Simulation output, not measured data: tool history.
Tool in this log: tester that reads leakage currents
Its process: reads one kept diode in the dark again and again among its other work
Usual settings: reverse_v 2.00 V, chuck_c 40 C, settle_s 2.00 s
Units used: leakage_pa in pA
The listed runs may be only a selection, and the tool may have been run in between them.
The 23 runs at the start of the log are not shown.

run 24 hour=1731.7 | reverse_v=5.99 chuck_c=45 settle_s=0.79 | leakage_pa=621.05
run 25 hour=1809.6 | reverse_v=5.99 chuck_c=45 settle_s=0.79 | leakage_pa=623.03
run 26 hour=1868.2 | reverse_v=3.38 chuck_c=24 settle_s=0.34 | leakage_pa=95.81
run 27 hour=1930.6 | reverse_v=17.31 chuck_c=43 settle_s=0.62 | leakage_pa=883.59
run 28 hour=2032.3 | reverse_v=17.31 chuck_c=43 settle_s=0.62 | leakage_pa=892.71
run 29 hour=2124.6 | reverse_v=17.31 chuck_c=30 settle_s=0.62 | leakage_pa=337.99
run 30 hour=2204.1 | reverse_v=2.00 chuck_c=26 settle_s=1.28 | leakage_pa=88.88
run 31 hour=2267.2 | reverse_v=10.11 chuck_c=30 settle_s=2.81 | leakage_pa=258.31
run 32 hour=2359.6 | reverse_v=2.00 chuck_c=40 settle_s=3.77 | leakage_pa=269.52
run 33 hour=2413.1 | reverse_v=2.00 chuck_c=40 settle_s=5.64 | leakage_pa=271.16
run 34 hour=2509.5 | reverse_v=2.00 chuck_c=40 settle_s=5.64 | leakage_pa=271.34
run 35 hour=2566.9 | reverse_v=2.00 chuck_c=27 settle_s=2.00 | leakage_pa=98.48
run 36 hour=2634.2 | reverse_v=2.00 chuck_c=27 settle_s=2.00 | leakage_pa=98.88
run 37 hour=2706.5 | reverse_v=8.26 chuck_c=40 settle_s=1.32 | leakage_pa=525.72
run 38 hour=2792.9 | reverse_v=8.26 chuck_c=40 settle_s=1.32 | leakage_pa=529.73

Consider 5 possible next runs. They are alternatives, not a sequence: every one starts from the tool as it was left by run 38. What does each give?
run A hour=2877.8 | reverse_v=2.00 chuck_c=40 settle_s=3.54 | leakage_pa=?
run B hour=2877.8 | reverse_v=12.71 chuck_c=40 settle_s=1.75 | leakage_pa=?
run C hour=2877.8 | reverse_v=10.19 chuck_c=37 settle_s=5.73 | leakage_pa=?
run D hour=2877.8 | reverse_v=10.98 chuck_c=40 settle_s=2.24 | leakage_pa=?
run E hour=2877.8 | reverse_v=6.44 chuck_c=40 settle_s=2.55 | leakage_pa=?

run=A leakage_pa=279.04
run=B leakage_pa=648.59
run=C leakage_pa=465.85
run=D leakage_pa=607.36
run=E leakage_pa=474.00
Stripped of hidden state, with their random variation kept, the same runs would have yielded:
run=A leakage_pa=241.18
run=B leakage_pa=554.65
run=C leakage_pa=396.48
run=D leakage_pa=520.00
run=E leakage_pa=407.42
